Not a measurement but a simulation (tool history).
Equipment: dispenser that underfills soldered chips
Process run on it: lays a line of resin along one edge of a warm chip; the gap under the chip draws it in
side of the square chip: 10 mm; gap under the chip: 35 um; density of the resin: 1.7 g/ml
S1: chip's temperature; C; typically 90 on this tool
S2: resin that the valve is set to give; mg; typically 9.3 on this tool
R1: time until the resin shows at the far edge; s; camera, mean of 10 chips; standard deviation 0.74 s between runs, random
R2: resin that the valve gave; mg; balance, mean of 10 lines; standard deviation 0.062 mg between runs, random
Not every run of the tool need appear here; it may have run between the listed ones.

run,hour,S1,S2,R1,R2
1,0,90,9.3,80.2,8.92
2,2.8,90,9.3,92.4,8.95
3,6.6,80,9.3,143.5,8.75
4,11,90,9.3,131.6,8.96
# hour 11.7: new syringe of resin
# hour 15.3: dispensing valve cleaned and set on the balance
5,16.5,90,9.3,80,9.37
6,21.1,90,9.3,97.7,9.41
7,24.8,99,9.3,90,9.41
8,27.3,99,10.13,100.6,10.08
# hour 28.1: new syringe of resin
9,32.8,77,9.3,116.8,9.18
10,36.6,90,9.3,95.9,9.24
11,40,90,9.3,111.3,9.4
# hour 43.7: new syringe of resin
12,45.3,101,9.3,53.5,9.12
13,49.7,97,9.3,71.7,9.16
14,54.9,97,9.3,91.7,9.24
15,57.5,75,9.63,187.6,9.52
# hour 59.1: new syringe of resin
16,62.1,82,10.01,95.3,9.79
17,68.3,89,9.3,103.6,9.13
18,71.4,77,8.63,171.8,8.43
# hour 74.4: new syringe of resin
19,77,77,8.63,111,8.49

Run 20, settings as shown, results not yet in. Your forecast:
20,82.5,77,8.63,?,?

R1: 141.2 s
R2: 8.4 mg
With the hidden condition absent and the run-to-run variation left alone, this run would have shown R1 97.6 s, R2 8.6 mg.

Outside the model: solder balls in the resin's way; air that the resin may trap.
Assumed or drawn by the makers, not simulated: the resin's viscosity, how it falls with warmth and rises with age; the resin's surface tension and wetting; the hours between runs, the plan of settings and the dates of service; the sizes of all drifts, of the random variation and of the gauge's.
